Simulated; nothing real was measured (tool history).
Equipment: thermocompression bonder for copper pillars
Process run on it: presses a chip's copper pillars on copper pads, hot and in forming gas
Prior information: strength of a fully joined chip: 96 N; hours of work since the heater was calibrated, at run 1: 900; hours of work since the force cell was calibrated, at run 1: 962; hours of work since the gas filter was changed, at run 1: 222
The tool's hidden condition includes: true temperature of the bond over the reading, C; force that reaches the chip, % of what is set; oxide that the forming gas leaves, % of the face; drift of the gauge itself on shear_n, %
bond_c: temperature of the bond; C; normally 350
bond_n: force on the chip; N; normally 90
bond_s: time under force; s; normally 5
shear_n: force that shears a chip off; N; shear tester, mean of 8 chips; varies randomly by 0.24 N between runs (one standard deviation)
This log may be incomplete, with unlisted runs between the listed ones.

| run | hour | bond_c | bond_n | bond_s | hours of work since the heater was calibrated | hours of work since the force cell was calibrated | hours of work since the gas filter was changed | shear_n |
|---|---|---|---|---|---|---|---|---|
| 1 | 0 | 350 | 90 | 5 | 900 | 962 | 222 | 54.1 |
| 2 | 37.7 | 350 | 90 | 4 | 919 | 981 | 241 | 50.3 |
| 3 | 75.5 | 350 | 90 | 8 | 938 | 1000 | 259 | 61.4 |
| 4 | 110.7 | 350 | 90 | 8 | 956 | 1017 | 277 | 61.4 |
| 5 | 190.3 | 365 | 90 | 8 | 996 | 1057 | 317 | 67.3 |
| 6 | 229.9 | 365 | 90 | 8 | 1015 | 1077 | 337 | 67.2 |
| 7 | 273 | 365 | 90 | 8 | 1037 | 1099 | 359 | 66.9 |
| 8 | 322.4 | 365 | 90 | 8 | 1062 | 1124 | 383 | 67.1 |
| 9 | 388.1 | 365 | 90 | 8 | 1095 | 1157 | 416 | 66.5 |
| 10 | 436.3 | 365 | 90 | 8 | 1119 | 1181 | 441 | 65.7 |
|  | 465.3 | forming gas filter changed |
| 11 | 477.7 | 365 | 90 | 8 | 1139 | 1201 | 6 | 72.5 |
| 12 | 556.8 | 365 | 90 | 8 | 1179 | 1241 | 46 | 71.7 |
| 13 | 614.6 | 365 | 90 | 8 | 1208 | 1270 | 75 | 71.1 |
| 14 | 674.6 | 345 | 71 | 4 | 1238 | 1300 | 105 | 38.2 |
| 15 | 755.3 | 345 | 71 | 4 | 1279 | 1341 | 146 | 38.4 |
| 16 | 811.9 | 354 | 73 | 8 | 1307 | 1369 | 174 | 54.4 |
| 17 | 857.3 | 354 | 73 | 8 | 1330 | 1392 | 197 | 54.1 |
| 18 | 919.4 | 354 | 73 | 8 | 1361 | 1423 | 228 | 53.8 |
| 19 | 985.2 | 323 | 79 | 5 | 1394 | 1456 | 261 | 35.2 |
| 20 | 1053.1 | 323 | 79 | 5 | 1428 | 1490 | 295 | 34.9 |
| 21 | 1096.7 | 329 | 90 | 10 | 1450 | 1512 | 317 | 53.8 |
| 22 | 1139.4 | 322 | 93 | 11 | 1472 | 1534 | 338 | 52.5 |
|  | 1193.6 | force cell calibrated |
| 23 | 1201.9 | 322 | 93 | 11 | 1502 | 4 | 369 | 57 |
| 24 | 1274.2 | 330 | 93 | 11 | 1539 | 40 | 405 | 61.1 |
| 25 | 1342.5 | 330 | 93 | 11 | 1573 | 75 | 440 | 60.7 |

Each row is a separate what-if for the run after 25, all from the same tool condition, not one after another. Results?
|  | 1371.4 | forming gas filter changed |
| A | 1424.7 | 350 | 90 | 6 | 1614 | 116 | 27 | ? |
|  | 1371.4 | forming gas filter changed |
| B | 1424.7 | 337 | 69 | 3 | 1614 | 116 | 27 | ? |
|  | 1371.4 | forming gas filter changed |
| C | 1424.7 | 360 | 93 | 11 | 1614 | 116 | 27 | ? |
|  | 1371.4 | forming gas filter changed |
| D | 1424.7 | 330 | 55 | 11 | 1614 | 116 | 27 | ? |

| run | shear_n |
|---|---|
| A | 65.2 |
| B | 34.7 |
| C | 81 |
| D | 41.3 |
The same runs, with their run-to-run variation unchanged, on a tool lacking any hidden condition would have given:
| run | shear_n |
|---|---|
| A | 58.8 |
| B | 29.6 |
| C | 76 |
| D | 35.4 |
